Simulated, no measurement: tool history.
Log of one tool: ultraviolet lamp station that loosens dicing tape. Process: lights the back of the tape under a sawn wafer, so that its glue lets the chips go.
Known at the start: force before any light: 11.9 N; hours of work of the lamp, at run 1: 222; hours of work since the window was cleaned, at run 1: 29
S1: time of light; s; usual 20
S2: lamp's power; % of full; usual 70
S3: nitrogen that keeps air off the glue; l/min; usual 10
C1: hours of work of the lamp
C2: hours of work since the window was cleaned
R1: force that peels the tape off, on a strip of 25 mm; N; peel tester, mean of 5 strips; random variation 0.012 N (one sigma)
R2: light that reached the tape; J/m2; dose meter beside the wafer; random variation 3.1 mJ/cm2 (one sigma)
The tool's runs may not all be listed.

run 1 day=0 | S1=20 S2=70 S3=10 | C1=222 C2=29 | R1=0.524 R2=4690
run 2 day=0.367 | S1=20 S2=91 S3=10 | C1=226 C2=32 | R1=0.331 R2=6150
run 3 day=0.917 | S1=20 S2=69 S3=10 | C1=231 C2=38 | R1=0.566 R2=4610
run 4 day=1.212 | S1=20 S2=69 S3=10 | C1=234 C2=40 | R1=0.531 R2=4640
run 5 day=1.462 | S1=20 S2=69 S3=10 | C1=236 C2=43 | R1=0.541 R2=4660
run 6 day=1.996 | S1=20 S2=69 S3=10 | C1=241 C2=48 | R1=0.533 R2=4650
run 7 day=2.546 | S1=20 S2=69 S3=13 | C1=247 C2=53 | R1=0.456 R2=4670
run 8 day=2.975 | S1=20 S2=69 S3=3 | C1=251 C2=58 | R1=1.421 R2=4640
run 9 day=3.304 | S1=20 S2=69 S3=3 | C1=254 C2=61 | R1=1.407 R2=4610
run 10 day=3.733 | S1=20 S2=69 S3=3 | C1=258 C2=65 | R1=1.404 R2=4640
run 11 day=4.033 | S1=20 S2=69 S3=3 | C1=261 C2=68 | R1=1.356 R2=4620
run 12 day=4.304 | S1=20 S2=69 S3=3 | C1=264 C2=71 | R1=1.406 R2=4630
run 13 day=4.729 | S1=20 S2=69 S3=3 | C1=268 C2=75 | R1=1.387 R2=4640
run 14 day=5 | S1=20 S2=69 S3=3 | C1=271 C2=78 | R1=1.38 R2=4610
run 15 day=5.267 | S1=20 S2=95 S3=3 | C1=273 C2=80 | R1=0.724 R2=6370
run 16 day=5.542 | S1=20 S2=95 S3=3 | C1=276 C2=83 | R1=0.72 R2=6390
run 17 day=5.846 | S1=20 S2=95 S3=3 | C1=279 C2=86 | R1=0.722 R2=6380
run 18 day=6.133 | S1=20 S2=95 S3=3 | C1=282 C2=89 | R1=0.741 R2=6420
run 19 day=6.608 | S1=20 S2=89 S3=8 | C1=287 C2=93 | R1=0.389 R2=6010
run 20 day=6.996 | S1=13 S2=89 S3=4 | C1=290 C2=97 | R1=1.554 R2=3900
run 21 day=7.45 | S1=29 S2=65 S3=4 | C1=295 C2=101 | R1=0.612 R2=6340
run 22 day=8.004 | S1=33 S2=65 S3=16 | C1=300 C2=107 | R1=0.266 R2=7180
run 23 day=8.342 | S1=33 S2=65 S3=16 | C1=304 C2=110 | R1=0.272 R2=7230
run 24 day=8.771 | S1=20 S2=65 S3=4 | C1=308 C2=114 | R1=1.249 R2=4360
run 25 day=9.042 | S1=20 S2=61 S3=10 | C1=310 C2=117 | R1=0.694 R2=4150
run 26 day=9.508 | S1=30 S2=75 S3=15 | C1=315 C2=122 | R1=0.256 R2=7620
run 27 day=10.05 | S1=16 S2=70 S3=10 | C1=320 C2=127 | R1=0.841 R2=3780
run 28 day=10.446 | S1=16 S2=70 S3=10 | C1=324 C2=131 | R1=0.829 R2=3800
run 29 day=10.825 | S1=37 S2=79 S3=5 | C1=328 C2=134 | R1=0.285 R2=9920
run 30 day=11.262 | S1=28 S2=70 S3=10 | C1=332 C2=139 | R1=0.309 R2=6630
run 31 day=11.838 | S1=28 S2=70 S3=10 | C1=338 C2=144 | R1=0.306 R2=6620
run 32 day=12.229 | S1=28 S2=70 S3=10 | C1=342 C2=148 | R1=0.312 R2=6600
run 33 day=12.629 | S1=33 S2=66 S3=16 | C1=345 C2=152 | R1=0.256 R2=7350
run 34 day=12.996 | S1=20 S2=82 S3=10 | C1=349 C2=156 | R1=0.406 R2=5560
run 35 day=13.296 | S1=21 S2=82 S3=3 | C1=352 C2=159 | R1=0.925 R2=5790

4 ways to go on from here, each from the tool as it stands after run 35. What would each give?
run A day=13.567 | S1=33 S2=69 S3=8 | C1=355 C2=161 | R1=? R2=?
run B day=13.567 | S1=10 S2=72 S3=10 | C1=355 C2=161 | R1=? R2=?
run C day=13.567 | S1=18 S2=85 S3=4 | C1=355 C2=161 | R1=? R2=?
run D day=13.567 | S1=11 S2=82 S3=3 | C1=355 C2=161 | R1=? R2=?

run=A R1=0.281 R2=7650
run=B R1=1.94 R2=2440
run=C R1=0.935 R2=5200
run=D R1=2.817 R2=3040
Without the tool's hidden state the same runs would have given:
run=A R1=0.281 R2=7660
run=B R1=1.937 R2=2440
run=C R1=0.933 R2=5210
run=D R1=2.814 R2=3040

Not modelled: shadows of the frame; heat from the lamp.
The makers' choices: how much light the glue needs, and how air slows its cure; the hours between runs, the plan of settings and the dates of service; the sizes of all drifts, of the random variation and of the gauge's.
